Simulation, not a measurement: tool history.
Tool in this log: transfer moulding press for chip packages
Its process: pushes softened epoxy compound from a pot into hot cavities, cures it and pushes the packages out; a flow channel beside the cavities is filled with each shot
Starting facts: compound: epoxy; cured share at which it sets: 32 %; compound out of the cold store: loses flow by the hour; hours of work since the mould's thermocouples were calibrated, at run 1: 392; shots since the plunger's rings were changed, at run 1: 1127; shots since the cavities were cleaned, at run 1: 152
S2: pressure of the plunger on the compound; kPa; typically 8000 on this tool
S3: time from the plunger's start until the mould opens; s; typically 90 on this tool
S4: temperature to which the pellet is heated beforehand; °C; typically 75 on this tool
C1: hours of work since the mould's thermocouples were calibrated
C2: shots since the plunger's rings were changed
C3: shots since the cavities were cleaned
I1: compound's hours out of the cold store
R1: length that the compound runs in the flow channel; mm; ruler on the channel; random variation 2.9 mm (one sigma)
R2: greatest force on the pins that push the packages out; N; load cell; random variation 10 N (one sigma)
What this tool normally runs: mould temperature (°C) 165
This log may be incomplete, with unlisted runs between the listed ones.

run 1 hour=0.0 | mould_temperature_(°C)=165 S2=8000 S3=90 S4=75 | C1=392 C2=1127 C3=152 | I1=16.4 | R1=1014 R2=688
-- hour=41.1 cavities cleaned with cleaning compound and waxed
run 2 hour=90.4 | mould_temperature_(°C)=165 S2=8000 S3=90 S4=75 | C1=451 C2=2261 C3=630 | I1=41.2 | R1=855 R2=867
-- hour=100.4 cavities cleaned with cleaning compound and waxed
run 3 hour=136.4 | mould_temperature_(°C)=165 S2=8000 S3=90 S4=75 | C1=481 C2=2827 C3=459 | I1=33.7 | R1=894 R2=827
-- hour=154.8 cavities cleaned with cleaning compound and waxed
-- hour=197.5 plunger's sealing rings changed
run 4 hour=198.9 | mould_temperature_(°C)=165 S2=8000 S3=90 S4=78 | C1=520 C2=18 C3=531 | I1=11.1 | R1=1074 R2=917
-- hour=214.0 cavities cleaned with cleaning compound and waxed
-- hour=267.9 cavities cleaned with cleaning compound and waxed
run 5 hour=293.3 | mould_temperature_(°C)=165 S2=8000 S3=90 S4=78 | C1=581 C2=1182 C3=323 | I1=38.8 | R1=893 R2=788
-- hour=324.0 cavities cleaned with cleaning compound and waxed
run 6 hour=356.2 | mould_temperature_(°C)=165 S2=8000 S3=90 S4=78 | C1=622 C2=1965 C3=410 | I1=19.6 | R1=989 R2=849
-- hour=378.1 cavities cleaned with cleaning compound and waxed
-- hour=433.5 cavities cleaned with cleaning compound and waxed
run 7 hour=433.5 | mould_temperature_(°C)=165 S2=8000 S3=90 S4=78 | C1=671 C2=2912 C3=0 | I1=27.2 | R1=933 R2=522
run 8 hour=478.3 | mould_temperature_(°C)=165 S2=6430 S3=90 S4=75 | C1=701 C2=3483 C3=571 | I1=13.2 | R1=917 R2=952
-- hour=488.6 plunger's sealing rings changed
-- hour=490.1 cavities cleaned with cleaning compound and waxed
run 9 hour=535.4 | mould_temperature_(°C)=165 S2=8760 S3=90 S4=75 | C1=737 C2=578 C3=578 | I1=40.0 | R1=927 R2=902
-- hour=547.1 cavities cleaned with cleaning compound and waxed
run 10 hour=592.3 | mould_temperature_(°C)=165 S2=8760 S3=90 S4=75 | C1=774 C2=1284 C3=577 | I1=47.2 | R1=882 R2=870
-- hour=600.6 cavities cleaned with cleaning compound and waxed
-- hour=622.3 mould's thermocouples calibrated
-- hour=656.5 cavities cleaned with cleaning compound and waxed
run 11 hour=683.1 | mould_temperature_(°C)=165 S2=8000 S3=77 S4=75 | C1=40 C2=2377 C3=338 | I1=34.7 | R1=903 R2=1111
-- hour=710.0 cavities cleaned with cleaning compound and waxed
run 12 hour=727.7 | mould_temperature_(°C)=165 S2=8000 S3=77 S4=75 | C1=68 C2=2926 C3=225 | I1=47.9 | R1=820 R2=963
-- hour=762.8 cavities cleaned with cleaning compound and waxed
-- hour=782.1 plunger's sealing rings changed
run 13 hour=797.2 | mould_temperature_(°C)=165 S2=8000 S3=84 S4=75 | C1=112 C2=193 C3=406 | I1=39.0 | R1=902 R2=927
-- hour=825.1 cavities cleaned with cleaning compound and waxed
-- hour=831.4 mould's thermocouples calibrated, once more
-- hour=887.7 cavities cleaned with cleaning compound and waxed
run 14 hour=893.1 | mould_temperature_(°C)=160 S2=9020 S3=126 S4=76 | C1=40 C2=1351 C3=68 | I1=33.5 | R1=994 R2=459
-- hour=945.3 cavities cleaned with cleaning compound and waxed
run 15 hour=959.8 | mould_temperature_(°C)=165 S2=6490 S3=90 S4=75 | C1=84 C2=2183 C3=185 | I1=31.4 | R1=826 R2=652
-- hour=999.3 cavities cleaned with cleaning compound and waxed
run 16 hour=1025.1 | mould_temperature_(°C)=161 S2=8000 S3=84 S4=75 | C1=126 C2=2997 C3=329 | I1=36.9 | R1=898 R2=1053
-- hour=1057.0 cavities cleaned with cleaning compound and waxed
-- hour=1074.5 plunger's sealing rings changed
run 17 hour=1094.4 | mould_temperature_(°C)=160 S2=9210 S3=123 S4=82 | C1=170 C2=253 C3=444 | I1=39.8 | R1=977 R2=714
-- hour=1112.2 cavities cleaned with cleaning compound and waxed
run 18 hour=1149.9 | mould_temperature_(°C)=160 S2=9210 S3=123 S4=82 | C1=206 C2=943 C3=482 | I1=18.6 | R1=1112 R2=761
-- hour=1170.6 cavities cleaned with cleaning compound and waxed
-- hour=1228.7 cavities cleaned with cleaning compound and waxed
run 19 hour=1232.6 | mould_temperature_(°C)=163 S2=7680 S3=101 S4=68 | C1=259 C2=1958 C3=50 | I1=11.5 | R1=1034 R2=556
run 20 hour=1273.1 | mould_temperature_(°C)=163 S2=7680 S3=98 S4=68 | C1=286 C2=2474 C3=566 | I1=36.4 | R1=876 R2=844
-- hour=1283.3 cavities cleaned with cleaning compound and waxed
-- hour=1342.7 cavities cleaned with cleaning compound and waxed
-- hour=1359.1 plunger's sealing rings changed
run 21 hour=1362.9 | mould_temperature_(°C)=161 S2=7090 S3=118 S4=84 | C1=342 C2=49 C3=226 | I1=19.1 | R1=977 R2=657
-- hour=1401.8 cavities cleaned with cleaning compound and waxed
run 22 hour=1416.5 | mould_temperature_(°C)=161 S2=7090 S3=118 S4=84 | C1=377 C2=713 C3=187 | I1=21.1 | R1=959 R2=608
-- hour=1456.1 cavities cleaned with cleaning compound and waxed
run 23 hour=1493.6 | mould_temperature_(°C)=161 S2=6920 S3=79 S4=72 | C1=427 C2=1677 C3=478 | I1=23.7 | R1=920 R2=1467
-- hour=1510.3 cavities cleaned with cleaning compound and waxed
-- hour=1563.2 cavities cleaned with cleaning compound and waxed
run 24 hour=1568.3 | mould_temperature_(°C)=161 S2=6920 S3=79 S4=72 | C1=475 C2=2591 C3=66 | I1=10.3 | R1=993 R2=1117
-- hour=1618.1 cavities cleaned with cleaning compound and waxed
-- hour=1643.4 plunger's sealing rings changed
run 25 hour=1661.6 | mould_temperature_(°C)=173 S2=6120 S3=111 S4=84 | C1=534 C2=232 C3=522 | I1=39.7 | R1=746 R2=672

For some of the steps in R1 from one run to the next: how much would appear even if the tool had no hidden state, given the settings, what came in and random variation, and how much remains for the hidden state plus any gauge scatter that the measured result and the result without hidden state don't share?
The hidden state here: true mould temperature over the reading, C; pressure that reaches the compound, % of what is set; grip of the stained cavities, % over clean ones'; drift of the gauge itself on flow_mm, %; drift of the gauge itself on push_out_n, %.
Run 3 -> 4: S4 75 -> 78, cavities cleaned with cleaning compound and waxed, plunger's sealing rings changed. R1 +180 mm: hidden state +37, all else +143.
Run 4 -> 5: cavities cleaned with cleaning compound and waxed, cavities cleaned with cleaning compound and waxed. R1 -181 mm: hidden state -13, all else -168.
Run 8 -> 9: S2 6430 -> 8760, plunger's sealing rings changed, cavities cleaned with cleaning compound and waxed. R1 +10 mm: hidden state +34, all else -24.
Run 24 -> 25: mould temperature (°C) 161 -> 173, S2 6920 -> 6120, S3 79 -> 111, S4 72 -> 84, cavities cleaned with cleaning compound and waxed, plunger's sealing rings changed. R1 -247 mm: hidden state +28, all else -275.
